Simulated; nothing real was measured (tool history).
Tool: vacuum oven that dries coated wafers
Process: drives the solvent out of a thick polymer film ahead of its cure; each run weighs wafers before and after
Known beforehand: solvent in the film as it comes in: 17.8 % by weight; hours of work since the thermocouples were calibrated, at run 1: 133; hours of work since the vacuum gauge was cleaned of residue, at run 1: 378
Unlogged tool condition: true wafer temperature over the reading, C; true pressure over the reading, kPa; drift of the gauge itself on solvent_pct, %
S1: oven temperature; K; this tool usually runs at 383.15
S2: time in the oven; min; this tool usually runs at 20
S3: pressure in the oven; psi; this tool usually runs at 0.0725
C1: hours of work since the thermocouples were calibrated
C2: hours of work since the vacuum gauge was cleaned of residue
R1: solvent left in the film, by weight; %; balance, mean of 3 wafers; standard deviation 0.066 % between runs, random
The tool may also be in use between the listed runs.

Run 1, day 0.000: usual settings; C1 133; C2 378. Result: R1 4.52 %.
Run 2, day 0.712: usual settings; C1 145; C2 390. Result: R1 4.57 %.
Run 3, day 1.250: usual settings; C1 154; C2 399. Result: R1 4.49 %.
Run 4, day 1.683: usual settings; C1 161; C2 406. Result: R1 4.44 %.
Run 5, day 2.421: usual settings; C1 174; C2 418. Result: R1 4.49 %.
Run 6, day 3.042: usual settings; C1 184; C2 428. Result: R1 4.52 %.
Run 7, day 3.558: usual settings but S2 21 min; C1 193; C2 437. Result: R1 4.15 %.
Run 8, day 3.975: usual settings but S2 21 min; C1 200; C2 444. Result: R1 4.39 %.
Run 9, day 4.688: usual settings but S2 21 min; C1 211; C2 456. Result: R1 4.20 %.
Run 10, day 5.079: usual settings but S2 21 min; C1 218; C2 462. Result: R1 4.25 %.
Run 11, day 5.733: usual settings but S2 21 min; C1 229; C2 473. Result: R1 4.37 %.
Run 12, day 6.104: usual settings; C1 235; C2 479. Result: R1 4.54 %.
Run 13, day 6.692: usual settings; C1 245; C2 489. Result: R1 4.60 %.
Run 14, day 7.608: usual settings but S2 14 min, S3 0.1036 psi; C1 260; C2 504. Result: R1 6.51 %.
Run 15, day 8.321: usual settings but S1 396.15 K, S2 10 min; C1 272; C2 516. Result: R1 4.36 %.
Run 16, day 9.233: usual settings but S1 370.15 K, S2 10 min, S3 0.1785 psi; C1 287; C2 531. Result: R1 11.42 %.
Run 17, day 10.033: usual settings but S1 370.15 K, S2 10 min, S3 0.1785 psi; C1 300; C2 545. Result: R1 11.33 %.
Run 18, day 10.508: usual settings but S1 370.15 K, S2 36 min, S3 0.0828 psi; C1 308; C2 553. Result: R1 5.78 %.
Run 19, day 11.404: usual settings but S1 394.15 K, S2 14 min, S3 0.0431 psi; C1 323; C2 567. Result: R1 3.26 %.
Run 20, day 12.150: usual settings but S1 396.15 K, S3 0.0614 psi; C1 335; C2 580. Result: R1 1.40 %.
Run 21, day 12.683: usual settings but S2 34 min, S3 0.1439 psi; C1 344; C2 589. Result: R1 2.54 %.
Run 22, day 13.404: usual settings but S2 34 min, S3 0.1439 psi; C1 356; C2 601. Result: R1 2.38 %.
Run 23, day 14.208: usual settings but S1 374.15 K, S2 13 min; C1 370; C2 614. Result: R1 9.41 %.
Run 24, day 14.879: usual settings but S1 368.15 K, S2 28 min, S3 0.1214 psi; C1 381; C2 625. Result: R1 7.89 %.

Measured result minus the same run's result without the hidden state. Both carry the same run-to-run variation, though not necessarily the same gauge scatter:
run     R1
  1  +0.11
  2  +0.12
  3  +0.13
  4  +0.13
  5  +0.14
  6  +0.15
  7  +0.15
  8  +0.16
  9  +0.16
 10  +0.17
 11  +0.17
 12  +0.18
 13  +0.19
 14  +0.20
 15  +0.19
 16  +0.15
 17  +0.16
 18  +0.27
 19  +0.21
 20  +0.14
 21  +0.22
 22  +0.22
 23  +0.25
 24  +0.31

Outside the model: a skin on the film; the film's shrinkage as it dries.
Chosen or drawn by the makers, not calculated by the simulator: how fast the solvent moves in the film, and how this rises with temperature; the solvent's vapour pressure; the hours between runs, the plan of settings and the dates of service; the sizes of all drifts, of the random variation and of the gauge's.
